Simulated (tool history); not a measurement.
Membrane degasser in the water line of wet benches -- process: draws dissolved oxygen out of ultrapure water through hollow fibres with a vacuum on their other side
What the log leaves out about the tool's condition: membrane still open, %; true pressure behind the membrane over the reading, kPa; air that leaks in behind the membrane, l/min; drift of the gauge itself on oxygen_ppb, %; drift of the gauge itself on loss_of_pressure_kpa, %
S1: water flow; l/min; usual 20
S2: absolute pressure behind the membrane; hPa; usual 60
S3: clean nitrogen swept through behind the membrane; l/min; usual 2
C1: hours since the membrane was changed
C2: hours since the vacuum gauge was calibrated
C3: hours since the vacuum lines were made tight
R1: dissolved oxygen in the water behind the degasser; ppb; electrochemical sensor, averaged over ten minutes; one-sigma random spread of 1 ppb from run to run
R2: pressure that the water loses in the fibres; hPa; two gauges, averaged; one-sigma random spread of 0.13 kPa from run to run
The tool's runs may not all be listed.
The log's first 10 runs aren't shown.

{"run": 11, "hour": 1530.6, "S1": 20, "S2": 60, "S3": 2, "C1": 5472, "C2": 4115, "C3": 1317, "R1": 136.3, "R2": 539.8}
{"run": 12, "hour": 1699.4, "S1": 20, "S2": 60, "S3": 2, "C1": 5640, "C2": 4284, "C3": 1486, "R1": 135.5, "R2": 539.7}
{"run": 13, "hour": 1828.4, "S1": 20, "S2": 60, "S3": 2, "C1": 5769, "C2": 4413, "C3": 1615, "R1": 135.2, "R2": 542.2}
{"run": 14, "hour": 1946.4, "S1": 20, "S2": 60, "S3": 2, "C1": 5887, "C2": 4531, "C3": 1733, "R1": 136, "R2": 539.6}
{"run": 15, "hour": 2163.6, "S1": 20, "S2": 60, "S3": 2, "C1": 6105, "C2": 4748, "C3": 1950, "R1": 133.7, "R2": 540.9}
{"hour": 2175.6, "done": "vacuum gauge calibrated"}
{"run": 16, "hour": 2286.0, "S1": 20, "S2": 60, "S3": 2, "C1": 6227, "C2": 110, "C3": 2072, "R1": 137.7, "R2": 541.6}
{"run": 17, "hour": 2453.4, "S1": 20, "S2": 60, "S3": 2, "C1": 6394, "C2": 278, "C3": 2239, "R1": 137.4, "R2": 544.2}
{"run": 18, "hour": 2604.6, "S1": 20, "S2": 60, "S3": 2, "C1": 6545, "C2": 429, "C3": 2391, "R1": 137, "R2": 545.1}
{"run": 19, "hour": 2723.4, "S1": 17, "S2": 40.3, "S3": 3.71, "C1": 6664, "C2": 548, "C3": 2509, "R1": 59.7, "R2": 461.9}
{"run": 20, "hour": 2944.8, "S1": 12, "S2": 41.6, "S3": 1.87, "C1": 6885, "C2": 769, "C3": 2731, "R1": 41.4, "R2": 325.4}
{"hour": 3104.2, "done": "vacuum gauge calibrated, once more"}
{"run": 21, "hour": 3109.5, "S1": 12, "S2": 55.4, "S3": 1.21, "C1": 7049, "C2": 5, "C3": 2895, "R1": 76.6, "R2": 325.7}
{"run": 22, "hour": 3298.7, "S1": 13, "S2": 60, "S3": 2.22, "C1": 7239, "C2": 195, "C3": 3084, "R1": 66.3, "R2": 353.8}
{"run": 23, "hour": 3482.5, "S1": 25, "S2": 118.8, "S3": 3.43, "C1": 7422, "C2": 378, "C3": 3268, "R1": 247.4, "R2": 678.5}
{"run": 24, "hour": 3599.5, "S1": 25, "S2": 40.2, "S3": 3.06, "C1": 7540, "C2": 495, "C3": 3385, "R1": 117.7, "R2": 678.4}

Forecast run 25:
{"run": 25, "hour": 3716.7, "S1": 14, "S2": 60.2, "S3": 3.06, "C1": 7657, "C2": 613, "C3": 3502, "R1": "?", "R2": "?"}

Run 25 produced R1 64.2 ppb, R2 380.4 hPa.
With the hidden condition absent and the run-to-run variation left alone, this run would have shown R1 59.1 ppb, R2 371.5 hPa.
